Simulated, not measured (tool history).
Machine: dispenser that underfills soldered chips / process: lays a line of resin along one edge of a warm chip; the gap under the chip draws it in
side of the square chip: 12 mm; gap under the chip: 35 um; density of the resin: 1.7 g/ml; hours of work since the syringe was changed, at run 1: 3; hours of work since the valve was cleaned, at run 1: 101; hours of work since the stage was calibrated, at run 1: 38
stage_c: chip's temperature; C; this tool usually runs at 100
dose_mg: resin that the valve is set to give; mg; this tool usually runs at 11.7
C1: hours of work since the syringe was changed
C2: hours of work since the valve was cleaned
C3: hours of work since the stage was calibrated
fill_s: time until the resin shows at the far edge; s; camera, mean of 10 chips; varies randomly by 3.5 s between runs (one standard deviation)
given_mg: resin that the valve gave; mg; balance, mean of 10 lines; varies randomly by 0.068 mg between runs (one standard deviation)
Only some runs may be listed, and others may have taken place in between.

Run 1, hour 0: usual settings; C1 3; C2 101; C3 38. Result: fill_s 380.1 s, given_mg 10.77 mg.
At hour 8.5: new syringe of resin.
Run 2, hour 11.7: usual settings but dose_mg 12.5 mg; C1 2; C2 110; C3 47. Result: fill_s 377.6 s, given_mg 11.32 mg.
At hour 21.7: new syringe of resin.
Run 3, hour 23.4: usual settings but dose_mg 12.5 mg; C1 1; C2 118; C3 56. Result: fill_s 361.3 s, given_mg 11.26 mg.
Run 4, hour 28.4: usual settings; C1 5; C2 122; C3 60. Result: fill_s 419.9 s, given_mg 10.42 mg.
At hour 34.3: new syringe of resin.
Run 5, hour 40.4: usual settings; C1 5; C2 131; C3 69. Result: fill_s 398.7 s, given_mg 10.41 mg.
At hour 46.8: new syringe of resin.
Run 6, hour 51.4: usual settings; C1 4; C2 139; C3 77. Result: fill_s 391.8 s, given_mg 10.29 mg.
At hour 53.1: dispensing valve cleaned and set on the balance.
At hour 60.8: new syringe of resin.
Run 7, hour 63.8: usual settings; C1 2; C2 8; C3 85. Result: fill_s 365.8 s, given_mg 11.65 mg.
Run 8, hour 68.9: usual settings; C1 6; C2 12; C3 89. Result: fill_s 420 s, given_mg 11.55 mg.
At hour 73.5: new syringe of resin.
Run 9, hour 79.1: usual settings but stage_c 94 C; C1 4; C2 19; C3 97. Result: fill_s 480.4 s, given_mg 11.52 mg.
At hour 86.1: new syringe of resin.
Run 10, hour 86.4: usual settings but dose_mg 11.8 mg; C1 0; C2 25; C3 102. Result: fill_s 343.8 s, given_mg 11.63 mg.
Run 11, hour 91.5: usual settings but stage_c 108 C; C1 4; C2 29; C3 106. Result: fill_s 288.6 s, given_mg 11.4 mg.
At hour 99.2: new syringe of resin.
Run 12, hour 103.1: usual settings; C1 3; C2 37; C3 115. Result: fill_s 363.5 s, given_mg 11.27 mg.
Run 13, hour 108.8: usual settings; C1 7; C2 42; C3 119. Result: fill_s 429.7 s, given_mg 11.39 mg.
At hour 112: new syringe of resin.
Run 14, hour 116.2: usual settings but dose_mg 10.3 mg; C1 3; C2 47; C3 125. Result: fill_s 399.2 s, given_mg 9.89 mg.
Run 15, hour 122.8: usual settings but dose_mg 10.3 mg; C1 8; C2 52; C3 130. Result: fill_s 469 s, given_mg 9.93 mg.
At hour 124.7: new syringe of resin.
Run 16, hour 134.8: usual settings but dose_mg 10.3 mg; C1 8; C2 61; C3 139. Result: fill_s 460.7 s, given_mg 9.74 mg.
At hour 137.6: new syringe of resin.
Run 17, hour 145.7: usual settings but dose_mg 10.3 mg; C1 6; C2 69; C3 147. Result: fill_s 435.6 s, given_mg 9.74 mg.
At hour 150.9: new syringe of resin.
Run 18, hour 151.3: usual settings but stage_c 90 C, dose_mg 11.6 mg; C1 0; C2 73; C3 151. Result: fill_s 511.2 s, given_mg 10.89 mg.
Run 19, hour 161.8: usual settings but stage_c 102 C, dose_mg 13.3 mg; C1 8; C2 81; C3 159. Result: fill_s 398.2 s, given_mg 12.43 mg.
At hour 163.7: new syringe of resin.
Run 20, hour 170.1: usual settings but stage_c 97 C, dose_mg 12.6 mg; C1 5; C2 88; C3 165. Result: fill_s 422.9 s, given_mg 11.57 mg.
At hour 176.9: new syringe of resin.
Run 21, hour 177.7: usual settings but stage_c 101 C, dose_mg 10.4 mg; C1 1; C2 93; C3 171. Result: fill_s 350.2 s, given_mg 9.58 mg.
Run 22, hour 185.3: usual settings but stage_c 112 C, dose_mg 13.4 mg; C1 6; C2 99; C3 176. Result: fill_s 254.8 s, given_mg 12.4 mg.
At hour 190.3: new syringe of resin.
Run 23, hour 195: usual settings but stage_c 112 C, dose_mg 13.4 mg; C1 4; C2 106; C3 184. Result: fill_s 232.2 s, given_mg 12.17 mg.
Run 24, hour 201.2: usual settings but stage_c 112 C, dose_mg 13.4 mg; C1 8; C2 111; C3 188. Result: fill_s 267.3 s, given_mg 12.14 mg.
At hour 203.3: new syringe of resin.
Run 25, hour 210.1: usual settings but stage_c 91 C, dose_mg 10.5 mg; C1 5; C2 118; C3 195. Result: fill_s 591.8 s, given_mg 9.48 mg.
At hour 216.2: new syringe of resin.
Run 26, hour 218.1: usual settings but stage_c 91 C, dose_mg 13.8 mg; C1 1; C2 124; C3 201. Result: fill_s 476.7 s, given_mg 12.44 mg.
Run 27, hour 225.2: usual settings but stage_c 91 C, dose_mg 13.8 mg; C1 7; C2 129; C3 206. Result: fill_s 566.7 s, given_mg 12.36 mg.
At hour 228.7: new syringe of resin.
Run 28, hour 231.5: usual settings but stage_c 108 C, dose_mg 13.1 mg; C1 2; C2 134; C3 211. Result: fill_s 259.4 s, given_mg 11.78 mg.
At hour 240.9: dispensing valve cleaned and set on the balance.
At hour 242.4: new syringe of resin.
Run 29, hour 242.4: usual settings but stage_c 108 C, dose_mg 13.1 mg; C1 0; C2 1; C3 218. Result: fill_s 237.8 s, given_mg 13.14 mg.
Run 30, hour 249.3: usual settings but stage_c 114 C, dose_mg 12.2 mg; C1 5; C2 6; C3 224. Result: fill_s 234.5 s, given_mg 12.2 mg.
At hour 255: new syringe of resin.
Run 31, hour 260.4: usual settings but stage_c 114 C, dose_mg 12.2 mg; C1 4; C2 14; C3 232. Result: fill_s 217.9 s, given_mg 12.11 mg.
At hour 267.9: new syringe of resin.
Run 32, hour 269.5: usual settings but stage_c 114 C, dose_mg 14 mg; C1 1; C2 21; C3 239. Result: fill_s 200 s, given_mg 13.77 mg.
Run 33, hour 278.5: usual settings but stage_c 114 C, dose_mg 14 mg; C1 8; C2 28; C3 246. Result: fill_s 245.5 s, given_mg 13.58 mg.
At hour 281: new syringe of resin.
Run 34, hour 286: usual settings but stage_c 96 C, dose_mg 11 mg; C1 4; C2 34; C3 251. Result: fill_s 434.7 s, given_mg 10.79 mg.

What if the next run were any one of these 5? Each begins from the tool's condition after run 34:
At hour 293.7: new syringe of resin.
Run A, hour 295.7: usual settings but stage_c 94 C, dose_mg 14.6 mg; C1 1; C2 41; C3 258. Result: fill_s ?, given_mg ?.
At hour 293.7: new syringe of resin.
Run B, hour 295.7: usual settings but stage_c 95 C, dose_mg 12.1 mg; C1 1; C2 41; C3 258. Result: fill_s ?, given_mg ?.
At hour 293.7: new syringe of resin.
Run C, hour 295.7: usual settings but stage_c 111 C, dose_mg 10.3 mg; C1 1; C2 41; C3 258. Result: fill_s ?, given_mg ?.
At hour 293.7: new syringe of resin.
Run D, hour 295.7: usual settings but stage_c 101 C, dose_mg 11 mg; C1 1; C2 41; C3 258. Result: fill_s ?, given_mg ?.
At hour 293.7: new syringe of resin.
Run E, hour 295.7: usual settings but dose_mg 12.2 mg; C1 1; C2 41; C3 258. Result: fill_s ?, given_mg ?.

run  fill_s  given_mg
  A   414.9     14.23
  B   408.8     11.63
  C   230.8     10.05
  D   332.6     10.69
  E   336.3     11.82
Stripped of hidden state, with their random variation kept, the same runs would have yielded:
run  fill_s  given_mg
  A   423.1     14.68
  B     415     12.01
  C   231.5     10.37
  D   335.8     11.03
  E   340.8      12.2
